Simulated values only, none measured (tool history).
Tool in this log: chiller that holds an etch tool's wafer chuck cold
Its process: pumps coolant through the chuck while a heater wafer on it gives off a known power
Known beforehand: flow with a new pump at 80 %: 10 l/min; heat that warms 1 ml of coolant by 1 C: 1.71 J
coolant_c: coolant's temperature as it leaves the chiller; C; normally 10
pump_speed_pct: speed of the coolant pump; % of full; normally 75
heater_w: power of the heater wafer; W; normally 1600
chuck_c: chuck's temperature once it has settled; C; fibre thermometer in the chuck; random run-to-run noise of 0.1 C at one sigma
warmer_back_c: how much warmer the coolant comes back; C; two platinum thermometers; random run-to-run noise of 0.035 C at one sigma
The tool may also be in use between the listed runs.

{"run": 1, "day": 0.0, "coolant_c": 10, "pump_speed_pct": 75, "heater_w": 1600, "chuck_c": 29.9, "warmer_back_c": 6.02}
{"run": 2, "day": 4.312, "coolant_c": 10, "pump_speed_pct": 75, "heater_w": 1600, "chuck_c": 29.9, "warmer_back_c": 6.02}
{"run": 3, "day": 7.054, "coolant_c": 10, "pump_speed_pct": 75, "heater_w": 1600, "chuck_c": 29.9, "warmer_back_c": 6}
{"run": 4, "day": 10.646, "coolant_c": 10, "pump_speed_pct": 75, "heater_w": 1600, "chuck_c": 29.8, "warmer_back_c": 5.93}
{"run": 5, "day": 16.525, "coolant_c": 10, "pump_speed_pct": 75, "heater_w": 1600, "chuck_c": 29.9, "warmer_back_c": 5.96}
{"run": 6, "day": 20.721, "coolant_c": 10, "pump_speed_pct": 75, "heater_w": 1600, "chuck_c": 29.8, "warmer_back_c": 5.91}
{"day": 25.021, "done": "coolant changed, channels flushed"}
{"run": 7, "day": 26.358, "coolant_c": 10, "pump_speed_pct": 75, "heater_w": 1600, "chuck_c": 29.9, "warmer_back_c": 5.9}
{"run": 8, "day": 31.658, "coolant_c": 10, "pump_speed_pct": 75, "heater_w": 1600, "chuck_c": 29.8, "warmer_back_c": 5.88}
{"run": 9, "day": 37.442, "coolant_c": 20, "pump_speed_pct": 75, "heater_w": 1600, "chuck_c": 39.9, "warmer_back_c": 5.84}
{"run": 10, "day": 41.671, "coolant_c": 20, "pump_speed_pct": 75, "heater_w": 1295, "chuck_c": 36, "warmer_back_c": 4.7}
{"run": 11, "day": 47.533, "coolant_c": 10, "pump_speed_pct": 89, "heater_w": 2236, "chuck_c": 35.3, "warmer_back_c": 6.82}
{"run": 12, "day": 50.521, "coolant_c": 2, "pump_speed_pct": 89, "heater_w": 1600, "chuck_c": 20, "warmer_back_c": 4.83}
{"run": 13, "day": 54.233, "coolant_c": 2, "pump_speed_pct": 89, "heater_w": 1600, "chuck_c": 20.1, "warmer_back_c": 4.84}
{"run": 14, "day": 58.467, "coolant_c": 1, "pump_speed_pct": 64, "heater_w": 1231, "chuck_c": 17.7, "warmer_back_c": 5.11}
{"run": 15, "day": 62.362, "coolant_c": 1, "pump_speed_pct": 64, "heater_w": 1231, "chuck_c": 17.6, "warmer_back_c": 5.13}
{"run": 16, "day": 67.938, "coolant_c": 10, "pump_speed_pct": 75, "heater_w": 1408, "chuck_c": 27.5, "warmer_back_c": 4.97}
{"run": 17, "day": 73.3, "coolant_c": 18, "pump_speed_pct": 75, "heater_w": 1600, "chuck_c": 37.7, "warmer_back_c": 5.65}
{"run": 18, "day": 75.808, "coolant_c": 18, "pump_speed_pct": 75, "heater_w": 1600, "chuck_c": 37.8, "warmer_back_c": 5.65}
{"run": 19, "day": 81.258, "coolant_c": 18, "pump_speed_pct": 75, "heater_w": 1600, "chuck_c": 37.9, "warmer_back_c": 5.58}

Results for each run, recomputed without the tool's hidden state and with each run's random variation untouched:
Unlogged tool condition in this case: heat passed by the chuck's channels, % of clean ones'; flow at a given pump speed, % of a new pump's; coolant's true temperature over the reading, C; drift of the gauge itself on chuck_c, C; drift of the gauge itself on warmer_back_c, C.
run=1 warmer_back_c=6.01
run=2 warmer_back_c=6.03
run=3 warmer_back_c=6.03
run=4 warmer_back_c=5.98
run=5 warmer_back_c=6.03
run=6 warmer_back_c=6
run=7 warmer_back_c=6.01
run=8 warmer_back_c=6.02
run=9 warmer_back_c=6.01
run=10 warmer_back_c=4.88
run=11 warmer_back_c=7.03
run=12 warmer_back_c=5.06
run=13 warmer_back_c=5.09
run=14 warmer_back_c=5.38
run=15 warmer_back_c=5.41
run=16 warmer_back_c=5.28
run=17 warmer_back_c=5.98
run=18 warmer_back_c=5.99
run=19 warmer_back_c=5.95
chuck_c: at most 0.1 C away from the measurement, every run.
